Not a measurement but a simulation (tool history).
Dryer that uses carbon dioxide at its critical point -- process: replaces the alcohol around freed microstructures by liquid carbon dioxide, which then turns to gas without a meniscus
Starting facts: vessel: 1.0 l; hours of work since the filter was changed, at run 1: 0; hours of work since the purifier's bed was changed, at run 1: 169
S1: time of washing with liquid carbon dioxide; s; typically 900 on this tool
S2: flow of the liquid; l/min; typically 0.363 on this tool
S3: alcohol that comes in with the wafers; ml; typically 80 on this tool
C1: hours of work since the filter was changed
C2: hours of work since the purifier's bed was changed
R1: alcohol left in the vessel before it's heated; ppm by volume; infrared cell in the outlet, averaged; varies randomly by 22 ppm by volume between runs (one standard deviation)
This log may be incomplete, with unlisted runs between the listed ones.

run   hour    S1     S2   S3   C1   C2    R1
  1      0   900  0.363   80    0  169  1462
  2   18.6   900  0.363   80   10  179  1509
  3   34.2   900  0.363   80   18  187  1492
  4   44.8   900  0.363   80   23  192  1587
  5   58.4   900  0.363   80   31  199  1597
  6   77.5   900  0.363   77   40  209  1542
  7   98.9   900  0.363   77   52  221  1574
  8  111.2   900  0.363   77   58  227  1562
  9    131  1320  0.363   77   68  237   298
 10  152.4  1320  0.363   77   80  249   312
 11  164.7  1320  0.363   77   86  255   312
 12  176.5   900  0.363   80   92  261  1721
 13  191.4   540  0.363   80  100  269  8044
 14  209.7   540  0.363   80  109  278  7873
 15  224.5   540  0.363   80  117  286  8242
 16  234.3   540  0.363   80  122  291  7866
 17  249.8   900  0.307   80  130  299  3388
 18  266.6   780  0.363   80  139  308  3048
 19  283.7  1260  0.521   80  148  317   101
 20  297.9  1260  0.521   80  155  324   113
 21    308  1260  0.601   57  161  330    86
 22  316.8  1260  0.365   42  165  334   304
 23    328  1140  0.365  109  171  340  1009
 24  344.5  1140  0.365  109  180  349  1060
 25  356.4   900   0.34   46  186  355  1551
 26  374.7   720  0.442   57  195  364  1594
 27  387.5   900   0.22   49  202  371  5855
       404  -- inlet filter changed
 28  404.9   900   0.22   49    0  380  4860
 29  421.5   900   0.22   49    9  388  4984
 30  436.6   900   0.22   49   17  396  4808
 31  446.8   600  0.402   85   22  401  4541

Alternative continuations, all from the tool just after run 31; predict every row:
  A  458.1  1140  0.421  80  28  407   ?
  B  458.1   600  0.576  76  28  407   ?
  C  458.1   540   0.22  36  28  407   ?
  D  458.1   900  0.363  25  28  407   ?

run    R1
  A   318
  B  1081
  C  9442
  D   583
With the hidden condition removed and each run's random variation left untouched, the same runs would have given:
run    R1
  A   212
  B   930
  C  9159
  D   467

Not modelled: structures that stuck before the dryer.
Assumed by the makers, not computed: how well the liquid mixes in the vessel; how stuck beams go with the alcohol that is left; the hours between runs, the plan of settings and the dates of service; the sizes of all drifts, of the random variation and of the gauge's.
